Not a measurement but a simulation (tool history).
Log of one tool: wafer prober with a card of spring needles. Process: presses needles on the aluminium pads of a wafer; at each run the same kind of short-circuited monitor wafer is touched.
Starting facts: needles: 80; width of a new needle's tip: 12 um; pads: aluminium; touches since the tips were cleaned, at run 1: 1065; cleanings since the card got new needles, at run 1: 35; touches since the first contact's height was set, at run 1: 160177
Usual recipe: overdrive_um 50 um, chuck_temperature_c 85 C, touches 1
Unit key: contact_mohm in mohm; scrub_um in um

| run | hour | overdrive_um | chuck_temperature_c | touches | touches since the tips were cleaned | cleanings since the card got new needles | touches since the first contact's height was set | contact_mohm | scrub_um |
|---|---|---|---|---|---|---|---|---|---|
| 1 | 0.0 | 50 | 85 | 1 | 1065 | 35 | 160177 | 248 | 11.70 |
|  | 7.9 | tips cleaned on abrasive film |
| 2 | 9.0 | 50 | 97 | 1 | 402 | 36 | 163431 | 243 | 11.66 |
|  | 18.4 | tips cleaned on abrasive film |
| 3 | 18.8 | 52 | 97 | 1 | 136 | 37 | 166984 | 242 | 12.10 |
|  | 29.2 | tips cleaned on abrasive film |
| 4 | 33.2 | 52 | 97 | 1 | 1474 | 38 | 172211 | 254 | 12.05 |
|  | 40.2 | tips cleaned on abrasive film |
| 5 | 42.4 | 50 | 85 | 1 | 785 | 39 | 175536 | 244 | 11.84 |
|  | 49.6 | height of the first contact set anew |
|  | 52.4 | tips cleaned on abrasive film |
| 6 | 58.8 | 50 | 85 | 1 | 2350 | 40 | 3346 | 253 | 12.62 |
|  | 63.3 | tips cleaned on abrasive film |
| 7 | 68.5 | 50 | 85 | 1 | 1917 | 41 | 6840 | 247 | 12.73 |
|  | 74.1 | tips cleaned on abrasive film |
| 8 | 83.0 | 50 | 85 | 1 | 3253 | 42 | 12105 | 263 | 12.59 |
|  | 85.4 | tips cleaned on abrasive film |
| 9 | 91.1 | 50 | 114 | 1 | 2093 | 43 | 15034 | 259 | 12.54 |
|  | 96.7 | tips cleaned on abrasive film |
| 10 | 105.9 | 50 | 117 | 1 | 3344 | 44 | 20398 | 262 | 12.57 |
|  | 108.7 | tips cleaned on abrasive film |
| 11 | 117.8 | 50 | 117 | 1 | 3345 | 45 | 24744 | 266 | 12.57 |
|  | 120.2 | tips cleaned on abrasive film |
| 12 | 128.0 | 50 | 85 | 1 | 2860 | 46 | 28435 | 260 | 12.59 |
|  | 131.1 | tips cleaned on abrasive film |
|  | 141.8 | tips cleaned on abrasive film |
| 13 | 143.0 | 50 | 85 | 1 | 442 | 48 | 33847 | 237 | 12.43 |
|  | 153.3 | tips cleaned on abrasive film |
| 14 | 156.9 | 50 | 59 | 2 | 1302 | 49 | 38879 | 231 | 12.55 |
|  | 164.3 | tips cleaned on abrasive film |
| 15 | 171.3 | 50 | 59 | 2 | 2570 | 50 | 44126 | 242 | 12.34 |
|  | 174.8 | tips cleaned on abrasive film |
| 16 | 184.9 | 43 | 112 | 2 | 3694 | 51 | 49068 | 263 | 10.56 |
|  | 186.3 | tips cleaned on abrasive film |
| 17 | 193.0 | 50 | 61 | 1 | 2470 | 52 | 51988 | 252 | 12.44 |
|  | 197.5 | tips cleaned on abrasive film |
| 18 | 207.7 | 37 | 104 | 1 | 3728 | 53 | 57320 | 297 | 9.14 |
|  | 208.8 | tips cleaned on abrasive film |
|  | 219.8 | tips cleaned on abrasive film |
| 19 | 224.7 | 37 | 104 | 1 | 1809 | 55 | 63460 | 284 | 8.99 |
|  | 230.4 | tips cleaned on abrasive film |
|  | 241.2 | tips cleaned on abrasive film |
| 20 | 241.3 | 38 | 27 | 3 | 45 | 57 | 69458 | 225 | 9.28 |
|  | 252.8 | tips cleaned on abrasive film |
| 21 | 258.2 | 50 | 52 | 2 | 2003 | 58 | 75617 | 239 | 12.33 |
|  | 263.9 | tips cleaned on abrasive film |
| 22 | 272.4 | 50 | 43 | 2 | 3133 | 59 | 80772 | 245 | 12.10 |
|  | 275.7 | tips cleaned on abrasive film |
| 23 | 282.9 | 30 | 29 | 2 | 2643 | 60 | 84559 | 277 | 7.04 |
|  | 287.6 | tips cleaned on abrasive film |
|  | 298.4 | tips cleaned on abrasive film |
| 24 | 300.7 | 44 | 85 | 2 | 819 | 62 | 90989 | 244 | 10.66 |
|  | 309.6 | tips cleaned on abrasive film |
| 25 | 313.2 | 64 | 32 | 2 | 1311 | 63 | 95523 | 223 | 15.72 |

How would selected steps in contact_mohm from run to run divide? Give the signed amount a tool lacking its hidden state would still show from settings, what came in and random variation, and the signed amount left for the hidden state, including any gauge scatter that is not in both of the compared results.
Hidden conditions of the tool in this case: debris on the tips, nm; way that the needles fall short of the set height, um; tips' diameter, um; drift of the gauge itself on contact_mohm, %; drift of the gauge itself on scrub_um, %.
Run 17 -> 18: overdrive_um 50 -> 37, chuck_temperature_c 61 -> 104, tips cleaned on abrasive film. contact_mohm +45 mohm: hidden state +29, all else +16.
Run 19 -> 20: overdrive_um 37 -> 38, chuck_temperature_c 104 -> 27, touches 1 -> 3, tips cleaned on abrasive film, tips cleaned on abrasive film. contact_mohm -59 mohm: hidden state -34, all else -25.
Run 23 -> 24: overdrive_um 30 -> 44, chuck_temperature_c 29 -> 85, tips cleaned on abrasive film, tips cleaned on abrasive film. contact_mohm -33 mohm: hidden state -39, all else +6.
